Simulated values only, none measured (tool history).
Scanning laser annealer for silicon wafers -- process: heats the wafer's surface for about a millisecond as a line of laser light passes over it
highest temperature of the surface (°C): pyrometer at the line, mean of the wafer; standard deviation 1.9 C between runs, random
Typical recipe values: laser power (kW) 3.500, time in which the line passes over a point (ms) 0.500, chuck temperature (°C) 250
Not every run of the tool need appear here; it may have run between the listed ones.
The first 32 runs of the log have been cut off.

run    hour  laser power (kW)  time in which the line passes over a point (ms)  chuck temperature (°C)  hours of work since the window was cleaned  hours of work since the power meter was calibrated  hours of work since the optics were aligned  highest temperature of the surface (°C)
 33  1900.0             3.401                                            0.597                     236                                         543                                                 609                                         1050                                     1129
     1915.2  -- optics aligned, line set to its width
 34  1962.2             3.503                                            0.484                     250                                         582                                                 648                                           33                                     1069
 35  2039.2             3.471                                            0.500                     282                                         636                                                 702                                           86                                     1112
 36  2082.7             3.588                                            0.375                     280                                         666                                                 732                                          116                                     1007
 37  2116.5             3.588                                            0.377                     266                                         689                                                 755                                          140                                      992
 38  2167.7             3.588                                            0.377                     277                                         725                                                 791                                          175                                     1005
 39  2203.3             3.398                                            0.572                     283                                         749                                                 815                                          200                                     1159
     2242.5  -- window over the wafer cleaned
 40  2253.3             3.428                                            0.473                     250                                           7                                                 849                                          233                                     1056

4 ways to go on from here, each from the tool as it stands after run 40. What would each give?
  A  2326.9             3.468                                            0.473                     250                                          58                                                 900                                          284                                        ?
  B  2326.9             3.136                                            0.473                     250                                          58                                                 900                                          284                                        ?
  C  2326.9             3.645                                            0.473                     265                                          58                                                 900                                          284                                        ?
  D  2326.9             3.428                                            0.473                     237                                          58                                                 900                                          284                                        ?

run  highest temperature of the surface (°C)
  A                                     1065
  B                                      983
  C                                     1121
  D                                     1039
With the hidden condition removed and each run's random variation left untouched, the same runs would have given:
run  highest temperature of the surface (°C)
  A                                     1067
  B                                      984
  C                                     1122
  D                                     1041

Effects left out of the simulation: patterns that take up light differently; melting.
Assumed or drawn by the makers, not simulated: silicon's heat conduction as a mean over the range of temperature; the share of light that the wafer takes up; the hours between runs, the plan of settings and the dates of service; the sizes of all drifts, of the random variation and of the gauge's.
